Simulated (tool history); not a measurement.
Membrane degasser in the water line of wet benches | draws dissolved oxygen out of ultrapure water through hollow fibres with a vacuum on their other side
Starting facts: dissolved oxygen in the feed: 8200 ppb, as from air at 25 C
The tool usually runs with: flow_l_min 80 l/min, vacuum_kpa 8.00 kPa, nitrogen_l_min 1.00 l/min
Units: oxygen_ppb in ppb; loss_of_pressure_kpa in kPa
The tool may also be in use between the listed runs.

{"run": 1, "hour": 0.0, "flow_l_min": 80, "vacuum_kpa": 8.0, "nitrogen_l_min": 1.0, "oxygen_ppb": 615.9, "loss_of_pressure_kpa": 37.05}
{"run": 2, "hour": 53.1, "flow_l_min": 80, "vacuum_kpa": 8.0, "nitrogen_l_min": 1.0, "oxygen_ppb": 614.2, "loss_of_pressure_kpa": 37.23}
{"run": 3, "hour": 136.9, "flow_l_min": 80, "vacuum_kpa": 8.0, "nitrogen_l_min": 1.0, "oxygen_ppb": 615.0, "loss_of_pressure_kpa": 37.02}
{"run": 4, "hour": 235.1, "flow_l_min": 80, "vacuum_kpa": 8.0, "nitrogen_l_min": 1.0, "oxygen_ppb": 613.5, "loss_of_pressure_kpa": 36.9}
{"run": 5, "hour": 323.7, "flow_l_min": 80, "vacuum_kpa": 8.0, "nitrogen_l_min": 1.0, "oxygen_ppb": 613.6, "loss_of_pressure_kpa": 37.14}
{"run": 6, "hour": 420.8, "flow_l_min": 80, "vacuum_kpa": 8.0, "nitrogen_l_min": 1.0, "oxygen_ppb": 615.2, "loss_of_pressure_kpa": 37.01}
{"run": 7, "hour": 514.3, "flow_l_min": 80, "vacuum_kpa": 8.0, "nitrogen_l_min": 1.0, "oxygen_ppb": 618.6, "loss_of_pressure_kpa": 37.05}
{"run": 8, "hour": 583.3, "flow_l_min": 80, "vacuum_kpa": 8.0, "nitrogen_l_min": 2.13, "oxygen_ppb": 362.6, "loss_of_pressure_kpa": 37.3}
{"run": 9, "hour": 653.0, "flow_l_min": 80, "vacuum_kpa": 8.0, "nitrogen_l_min": 1.0, "oxygen_ppb": 618.3, "loss_of_pressure_kpa": 37.06}
{"run": 10, "hour": 711.0, "flow_l_min": 80, "vacuum_kpa": 8.0, "nitrogen_l_min": 1.0, "oxygen_ppb": 618.3, "loss_of_pressure_kpa": 37.04}
{"hour": 718.3, "done": "vacuum gauge calibrated"}
{"run": 11, "hour": 787.6, "flow_l_min": 80, "vacuum_kpa": 8.0, "nitrogen_l_min": 1.0, "oxygen_ppb": 621.4, "loss_of_pressure_kpa": 36.85}
{"run": 12, "hour": 872.3, "flow_l_min": 97, "vacuum_kpa": 8.0, "nitrogen_l_min": 1.0, "oxygen_ppb": 700.8, "loss_of_pressure_kpa": 44.91}
{"run": 13, "hour": 954.3, "flow_l_min": 87, "vacuum_kpa": 9.76, "nitrogen_l_min": 0.5, "oxygen_ppb": 1273.3, "loss_of_pressure_kpa": 40.18}
{"run": 14, "hour": 999.3, "flow_l_min": 75, "vacuum_kpa": 10.42, "nitrogen_l_min": 2.03, "oxygen_ppb": 525.1, "loss_of_pressure_kpa": 34.57}
{"hour": 1020.1, "done": "vacuum gauge calibrated, once more"}
{"run": 15, "hour": 1090.4, "flow_l_min": 80, "vacuum_kpa": 10.42, "nitrogen_l_min": 2.11, "oxygen_ppb": 530.2, "loss_of_pressure_kpa": 37.37}
{"run": 16, "hour": 1144.2, "flow_l_min": 113, "vacuum_kpa": 10.23, "nitrogen_l_min": 2.17, "oxygen_ppb": 662.8, "loss_of_pressure_kpa": 52.4}
{"run": 17, "hour": 1190.0, "flow_l_min": 65, "vacuum_kpa": 6.05, "nitrogen_l_min": 2.17, "oxygen_ppb": 178.5, "loss_of_pressure_kpa": 30.27}
{"run": 18, "hour": 1249.9, "flow_l_min": 65, "vacuum_kpa": 6.05, "nitrogen_l_min": 2.17, "oxygen_ppb": 177.4, "loss_of_pressure_kpa": 30.18}
{"run": 19, "hour": 1348.1, "flow_l_min": 109, "vacuum_kpa": 11.19, "nitrogen_l_min": 1.99, "oxygen_ppb": 766.1, "loss_of_pressure_kpa": 50.64}
{"run": 20, "hour": 1446.8, "flow_l_min": 92, "vacuum_kpa": 8.0, "nitrogen_l_min": 1.0, "oxygen_ppb": 667.2, "loss_of_pressure_kpa": 42.94}
{"run": 21, "hour": 1523.5, "flow_l_min": 92, "vacuum_kpa": 8.0, "nitrogen_l_min": 1.0, "oxygen_ppb": 666.9, "loss_of_pressure_kpa": 42.58}
{"run": 22, "hour": 1610.9, "flow_l_min": 60, "vacuum_kpa": 5.11, "nitrogen_l_min": 0.68, "oxygen_ppb": 265.6, "loss_of_pressure_kpa": 27.97}
{"run": 23, "hour": 1685.3, "flow_l_min": 60, "vacuum_kpa": 5.11, "nitrogen_l_min": 0.68, "oxygen_ppb": 267.2, "loss_of_pressure_kpa": 27.84}

Below are 4 alternative next runs, each starting from the tool's condition after run 23. Predict each:
{"run": "A", "hour": 1780.4, "flow_l_min": 83, "vacuum_kpa": 5.11, "nitrogen_l_min": 0.68, "oxygen_ppb": "?", "loss_of_pressure_kpa": "?"}
{"run": "B", "hour": 1780.4, "flow_l_min": 67, "vacuum_kpa": 15.21, "nitrogen_l_min": 0.68, "oxygen_ppb": "?", "loss_of_pressure_kpa": "?"}
{"run": "C", "hour": 1780.4, "flow_l_min": 80, "vacuum_kpa": 6.28, "nitrogen_l_min": 0.99, "oxygen_ppb": "?", "loss_of_pressure_kpa": "?"}
{"run": "D", "hour": 1780.4, "flow_l_min": 80, "vacuum_kpa": 5.38, "nitrogen_l_min": 1.0, "oxygen_ppb": "?", "loss_of_pressure_kpa": "?"}

run=A oxygen_ppb=325.7 loss_of_pressure_kpa=38.65
run=B oxygen_ppb=1599.3 loss_of_pressure_kpa=31.05
run=C oxygen_ppb=403.7 loss_of_pressure_kpa=37.25
run=D oxygen_ppb=289.6 loss_of_pressure_kpa=37.04
With the hidden condition removed and each run's random variation left untouched, the same runs would have given:
run=A oxygen_ppb=327.6 loss_of_pressure_kpa=38.07
run=B oxygen_ppb=1603.0 loss_of_pressure_kpa=30.58
run=C oxygen_ppb=405.1 loss_of_pressure_kpa=36.69
run=D oxygen_ppb=290.8 loss_of_pressure_kpa=36.48
